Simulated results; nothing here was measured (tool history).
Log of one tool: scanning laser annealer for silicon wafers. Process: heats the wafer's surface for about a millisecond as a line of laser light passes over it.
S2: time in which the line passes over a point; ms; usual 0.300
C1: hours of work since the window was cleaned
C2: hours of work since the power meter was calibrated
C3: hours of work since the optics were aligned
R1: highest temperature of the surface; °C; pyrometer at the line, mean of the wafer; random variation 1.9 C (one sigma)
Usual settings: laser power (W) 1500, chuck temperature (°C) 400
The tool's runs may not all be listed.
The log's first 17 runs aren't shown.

Run 18, day 12.042: usual settings; C1 246; C2 555; C3 348. Result: R1 1164 °C.
Run 19, day 12.933: usual settings; C1 258; C2 567; C3 360. Result: R1 1164 °C.
Run 20, day 13.758: usual settings; C1 269; C2 578; C3 371. Result: R1 1167 °C.
Run 21, day 14.442: usual settings; C1 278; C2 587; C3 380. Result: R1 1163 °C.
Run 22, day 15.367: usual settings; C1 290; C2 599; C3 392. Result: R1 1163 °C.
Run 23, day 16.150: usual settings but laser power (W) 1587, S2 0.319 ms, chuck temperature (°C) 399; C1 300; C2 609; C3 403. Result: R1 1228 °C.
Run 24, day 16.683: usual settings but laser power (W) 1566, S2 0.261 ms, chuck temperature (°C) 421; C1 307; C2 616; C3 410. Result: R1 1171 °C.
At day 16.804: window over the wafer cleaned.
Run 25, day 17.579: usual settings but laser power (W) 1566, S2 0.261 ms, chuck temperature (°C) 421; C1 10; C2 627; C3 420. Result: R1 1167 °C.
Run 26, day 18.229: usual settings but laser power (W) 1327, S2 0.375 ms, chuck temperature (°C) 421; C1 19; C2 636; C3 429. Result: R1 1168 °C.
At day 19.221: window over the wafer cleaned, once more.
Run 27, day 19.221: usual settings but laser power (W) 1358, S2 0.316 ms, chuck temperature (°C) 402; C1 0; C2 648; C3 441. Result: R1 1110 °C.
Run 28, day 20.012: usual settings but laser power (W) 1358, S2 0.369 ms, chuck temperature (°C) 405; C1 10; C2 658; C3 451. Result: R1 1168 °C.
Run 29, day 20.675: usual settings but laser power (W) 1641, S2 0.255 ms, chuck temperature (°C) 413; C1 19; C2 667; C3 460. Result: R1 1190 °C.
Run 30, day 21.542: usual settings but laser power (W) 1641, S2 0.255 ms, chuck temperature (°C) 413; C1 31; C2 678; C3 472. Result: R1 1192 °C.
Run 31, day 22.212: usual settings but laser power (W) 1464, S2 0.255 ms, chuck temperature (°C) 375; C1 40; C2 687; C3 480. Result: R1 1073 °C.
Run 32, day 22.746: usual settings but laser power (W) 1648; C1 47; C2 694; C3 487. Result: R1 1243 °C.
Run 33, day 23.275: usual settings but laser power (W) 1648, chuck temperature (°C) 361; C1 53; C2 701; C3 494. Result: R1 1200 °C.
Run 34, day 24.225: usual settings but laser power (W) 1505, S2 0.325 ms, chuck temperature (°C) 399; C1 66; C2 714; C3 507. Result: R1 1196 °C.
Run 35, day 24.950: usual settings but laser power (W) 1505, S2 0.325 ms, chuck temperature (°C) 367; C1 76; C2 723; C3 517. Result: R1 1164 °C.
Run 36, day 25.625: usual settings but chuck temperature (°C) 414; C1 85; C2 732; C3 526. Result: R1 1179 °C.
Run 37, day 26.112: usual settings but laser power (W) 1539, S2 0.251 ms, chuck temperature (°C) 387; C1 91; C2 739; C3 532. Result: R1 1111 °C.
Run 38, day 26.650: usual settings but laser power (W) 1638, S2 0.238 ms; C1 98; C2 746; C3 539. Result: R1 1153 °C.
Run 39, day 27.162: usual settings but laser power (W) 1577, chuck temperature (°C) 424; C1 105; C2 753; C3 546. Result: R1 1229 °C.
Run 40, day 27.971: usual settings but laser power (W) 1581, S2 0.293 ms; C1 116; C2 763; C3 556. Result: R1 1192 °C.
Run 41, day 28.804: usual settings but laser power (W) 1457; C1 127; C2 774; C3 567. Result: R1 1141 °C.

Forecast each of these 4 alternatives for the next run:
Run A, day 29.638: usual settings but laser power (W) 1457, S2 0.305 ms; C1 137; C2 785; C3 578. Result: R1 ?.
Run B, day 29.638: usual settings but laser power (W) 1403, S2 0.312 ms, chuck temperature (°C) 415; C1 137; C2 785; C3 578. Result: R1 ?.
Run C, day 29.638: usual settings but S2 0.236 ms; C1 137; C2 785; C3 578. Result: R1 ?.
Run D, day 29.638: usual settings but laser power (W) 1457, chuck temperature (°C) 385; C1 137; C2 785; C3 578. Result: R1 ?.

run    R1
  A  1147
  B  1146
  C  1089
  D  1127
Without the tool's hidden state the same runs would have given:
run    R1
  A  1162
  B  1161
  C  1103
  D  1142
